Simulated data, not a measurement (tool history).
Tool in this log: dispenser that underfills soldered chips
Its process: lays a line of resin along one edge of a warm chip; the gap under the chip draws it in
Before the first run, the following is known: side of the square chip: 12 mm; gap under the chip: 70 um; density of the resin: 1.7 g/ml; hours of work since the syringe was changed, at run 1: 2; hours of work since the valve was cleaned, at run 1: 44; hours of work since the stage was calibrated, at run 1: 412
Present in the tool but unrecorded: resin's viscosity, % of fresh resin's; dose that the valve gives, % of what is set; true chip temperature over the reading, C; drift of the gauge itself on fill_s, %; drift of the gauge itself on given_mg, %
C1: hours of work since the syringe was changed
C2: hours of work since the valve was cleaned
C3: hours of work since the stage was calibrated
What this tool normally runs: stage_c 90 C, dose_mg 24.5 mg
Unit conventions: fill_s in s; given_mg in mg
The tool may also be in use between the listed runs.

Run 1, hour 0.0: usual settings; C1 2; C2 44; C3 412. Result: fill_s 67.9 s, given_mg 23.99 mg.
At hour 6.8: new syringe of resin.
At hour 15.9: new syringe of resin.
Run 2, hour 15.9: usual settings; C1 0; C2 54; C3 423. Result: fill_s 60.2 s, given_mg 23.98 mg.
At hour 24.9: new syringe of resin.
Run 3, hour 27.8: usual settings; C1 2; C2 63; C3 431. Result: fill_s 66.6 s, given_mg 23.79 mg.
At hour 32.5: dispensing valve cleaned and set on the balance.
At hour 35.9: new syringe of resin.
Run 4, hour 38.1: usual settings; C1 2; C2 4; C3 438. Result: fill_s 64.7 s, given_mg 24.53 mg.
At hour 45.8: new syringe of resin.
Run 5, hour 49.2: usual settings but dose_mg 27.1 mg; C1 2; C2 12; C3 446. Result: fill_s 65.7 s, given_mg 26.95 mg.
At hour 54.9: new syringe of resin.
Run 6, hour 57.9: usual settings but dose_mg 26.1 mg; C1 2; C2 18; C3 452. Result: fill_s 64.3 s, given_mg 25.92 mg.
At hour 65.0: new syringe of resin.
Run 7, hour 68.3: usual settings but dose_mg 26.1 mg; C1 2; C2 25; C3 459. Result: fill_s 66.0 s, given_mg 25.97 mg.
At hour 74.7: new syringe of resin.
Run 8, hour 77.1: usual settings but stage_c 82 C; C1 2; C2 31; C3 465. Result: fill_s 88.2 s, given_mg 24.33 mg.
At hour 83.7: new syringe of resin.
Run 9, hour 84.9: usual settings but stage_c 101 C, dose_mg 25.5 mg; C1 1; C2 36; C3 470. Result: fill_s 43.6 s, given_mg 25.15 mg.
At hour 92.7: new syringe of resin.
Run 10, hour 94.7: usual settings but stage_c 94 C, dose_mg 23.8 mg; C1 1; C2 43; C3 477. Result: fill_s 56.2 s, given_mg 23.43 mg.
At hour 102.9: new syringe of resin.
Run 11, hour 111.3: usual settings but stage_c 94 C, dose_mg 23.8 mg; C1 6; C2 55; C3 489. Result: fill_s 69.0 s, given_mg 23.42 mg.
At hour 112.8: new syringe of resin.
At hour 121.7: new syringe of resin.
At hour 127.7: dispensing valve cleaned and set on the balance.
Run 12, hour 128.7: usual settings but stage_c 81 C, dose_mg 31.8 mg; C1 4; C2 1; C3 500. Result: fill_s 97.0 s, given_mg 31.57 mg.
At hour 132.4: new syringe of resin.
At hour 142.0: new syringe of resin.
Run 13, hour 146.9: usual settings but stage_c 104 C, dose_mg 27.3 mg; C1 3; C2 13; C3 513. Result: fill_s 42.4 s, given_mg 27.00 mg.
At hour 151.0: new syringe of resin.
Run 14, hour 157.9: usual settings but stage_c 88 C, dose_mg 24.3 mg; C1 5; C2 21; C3 520. Result: fill_s 79.6 s, given_mg 24.00 mg.
At hour 160.5: new syringe of resin.
Run 15, hour 166.9: usual settings but stage_c 99 C, dose_mg 24.0 mg; C1 5; C2 27; C3 526. Result: fill_s 53.6 s, given_mg 23.62 mg.

Consider 3 possible next runs. They are alternatives, not a sequence: every one starts from the tool as it was left by run 15. What does each give?
At hour 169.4: new syringe of resin.
Run A, hour 177.5: usual settings but stage_c 78 C, dose_mg 23.6 mg; C1 6; C2 34; C3 534. Result: fill_s ?, given_mg ?.
At hour 169.4: new syringe of resin.
Run B, hour 177.5: usual settings but stage_c 89 C, dose_mg 23.8 mg; C1 6; C2 34; C3 534. Result: fill_s ?, given_mg ?.
At hour 169.4: new syringe of resin.
Run C, hour 177.5: usual settings but dose_mg 20.8 mg; C1 6; C2 34; C3 534. Result: fill_s ?, given_mg ?.

run  fill_s  given_mg
  A   118.7     23.19
  B    81.5     23.35
  C    79.1     20.66
Without the tool's hidden state the same runs would have given:
run  fill_s  given_mg
  A   101.7     23.55
  B    69.5     23.72
  C    67.2     20.98
